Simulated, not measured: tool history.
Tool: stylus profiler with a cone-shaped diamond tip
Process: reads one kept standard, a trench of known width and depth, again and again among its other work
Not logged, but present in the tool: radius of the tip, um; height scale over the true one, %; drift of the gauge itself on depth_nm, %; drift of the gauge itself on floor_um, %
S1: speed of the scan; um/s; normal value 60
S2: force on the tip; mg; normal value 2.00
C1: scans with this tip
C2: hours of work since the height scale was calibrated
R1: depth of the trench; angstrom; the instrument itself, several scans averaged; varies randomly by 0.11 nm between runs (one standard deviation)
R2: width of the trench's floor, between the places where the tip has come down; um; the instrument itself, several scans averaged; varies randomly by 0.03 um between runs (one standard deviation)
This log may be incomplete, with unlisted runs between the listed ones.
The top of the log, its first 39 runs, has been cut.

run   hour   S1    S2    C1   C2      R1     R2
 40  764.7   60  1.70   519   39  2017.7  47.75
 41  781.9   36  0.91   673   50  2013.0  47.67
 42  801.7   47  4.75   851   63  2036.8  47.85
 43  813.7   66  1.69   959   71  2017.3  47.69
 44  836.2  144  3.94  1161   86  2032.5  47.53
 45  853.2   69  1.67  1313   98  2019.7  47.54
 46  875.9   31  0.81  1517  113  2010.6  47.71
 47  893.8   31  0.81  1678  125  2012.2  47.66

Each row is a separate what-if for the run after 47, all from the same tool condition, not one after another. Results?
  A  913.0  31  2.08  1850  138   ?   ?
  B  913.0  62  2.96  1850  138   ?   ?
  C  913.0  88  1.91  1850  138   ?   ?

run      R1     R2
  A  2023.3  47.74
  B  2026.9  47.69
  C  2022.2  47.53
With the hidden condition removed and each run's random variation left untouched, the same runs would have given:
run      R1     R2
  A  2021.6  47.92
  B  2025.2  47.87
  C  2020.5  47.71
